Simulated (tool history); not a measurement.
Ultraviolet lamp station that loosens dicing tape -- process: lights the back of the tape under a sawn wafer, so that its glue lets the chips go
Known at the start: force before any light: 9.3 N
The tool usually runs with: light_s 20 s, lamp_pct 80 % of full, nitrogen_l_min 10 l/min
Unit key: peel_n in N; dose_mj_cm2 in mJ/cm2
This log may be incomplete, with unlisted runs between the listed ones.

Run 1, day 0: usual settings. Result: peel_n 1.174 N, dose_mj_cm2 411 mJ/cm2.
Run 2, day 1.875: usual settings but light_s 27 s. Result: peel_n 0.636 N, dose_mj_cm2 537 mJ/cm2.
Run 3, day 4.021: usual settings. Result: peel_n 1.263 N, dose_mj_cm2 390 mJ/cm2.
Run 4, day 5.971: usual settings but nitrogen_l_min 5 l/min. Result: peel_n 2.067 N, dose_mj_cm2 379 mJ/cm2.
Run 5, day 7.65: usual settings. Result: peel_n 1.384 N, dose_mj_cm2 371 mJ/cm2.
At day 8.579: window cleaned of glue's vapour.
Run 6, day 9.071: usual settings. Result: peel_n 1.635 N, dose_mj_cm2 341 mJ/cm2.
Run 7, day 10.004: usual settings but light_s 11 s. Result: peel_n 3.594 N, dose_mj_cm2 183 mJ/cm2.
Run 8, day 12.133: usual settings. Result: peel_n 1.787 N, dose_mj_cm2 329 mJ/cm2.
Run 9, day 14.038: usual settings but lamp_pct 60 % of full. Result: peel_n 2.676 N, dose_mj_cm2 241 mJ/cm2.
At day 14.592: window cleaned of glue's vapour, once more.
Run 10, day 15.538: usual settings but lamp_pct 60 % of full. Result: peel_n 1.835 N, dose_mj_cm2 315 mJ/cm2.
Run 11, day 16.929: usual settings but lamp_pct 60 % of full. Result: peel_n 1.903 N, dose_mj_cm2 309 mJ/cm2.
Run 12, day 18.283: usual settings but lamp_pct 60 % of full. Result: peel_n 1.994 N, dose_mj_cm2 304 mJ/cm2.
Run 13, day 20.096: usual settings but light_s 29 s. Result: peel_n 0.54 N, dose_mj_cm2 581 mJ/cm2.
Run 14, day 21.554: usual settings but light_s 11 s, lamp_pct 89 % of full. Result: peel_n 2.753 N, dose_mj_cm2 238 mJ/cm2.
Run 15, day 23.45: usual settings but light_s 11 s, lamp_pct 89 % of full. Result: peel_n 2.678 N, dose_mj_cm2 229 mJ/cm2.
Run 16, day 24.746: usual settings but light_s 11 s, lamp_pct 93 % of full, nitrogen_l_min 5 l/min. Result: peel_n 3.548 N, dose_mj_cm2 238 mJ/cm2.
Run 17, day 26.146: usual settings but light_s 11 s, lamp_pct 75 % of full. Result: peel_n 3.477 N, dose_mj_cm2 187 mJ/cm2.
Run 18, day 27.562: usual settings but light_s 11 s, lamp_pct 75 % of full. Result: peel_n 3.627 N, dose_mj_cm2 181 mJ/cm2.
Run 19, day 29.192: usual settings but light_s 22 s, nitrogen_l_min 7 l/min. Result: peel_n 1.637 N, dose_mj_cm2 386 mJ/cm2.
Run 20, day 30.721: usual settings but light_s 22 s, nitrogen_l_min 7 l/min. Result: peel_n 1.744 N, dose_mj_cm2 380 mJ/cm2.
Run 21, day 32.608: usual settings but light_s 22 s, nitrogen_l_min 7 l/min. Result: peel_n 1.756 N, dose_mj_cm2 370 mJ/cm2.

Forecast each of these 3 alternatives for the next run:
Run A, day 34.388: usual settings but light_s 17 s, nitrogen_l_min 8 l/min. Result: peel_n ?, dose_mj_cm2 ?.
Run B, day 34.388: usual settings but light_s 22 s, lamp_pct 79 % of full, nitrogen_l_min 19 l/min. Result: peel_n ?, dose_mj_cm2 ?.
Run C, day 34.388: usual settings but light_s 28 s, lamp_pct 68 % of full, nitrogen_l_min 3 l/min. Result: peel_n ?, dose_mj_cm2 ?.

run  peel_n  dose_mj_cm2
  A   2.474          276
  B   1.043          354
  C   2.551          389
What these runs would have given with no unlogged condition in the tool:
run  peel_n  dose_mj_cm2
  A   1.218          431
  B    0.37          551
  C    1.28          605
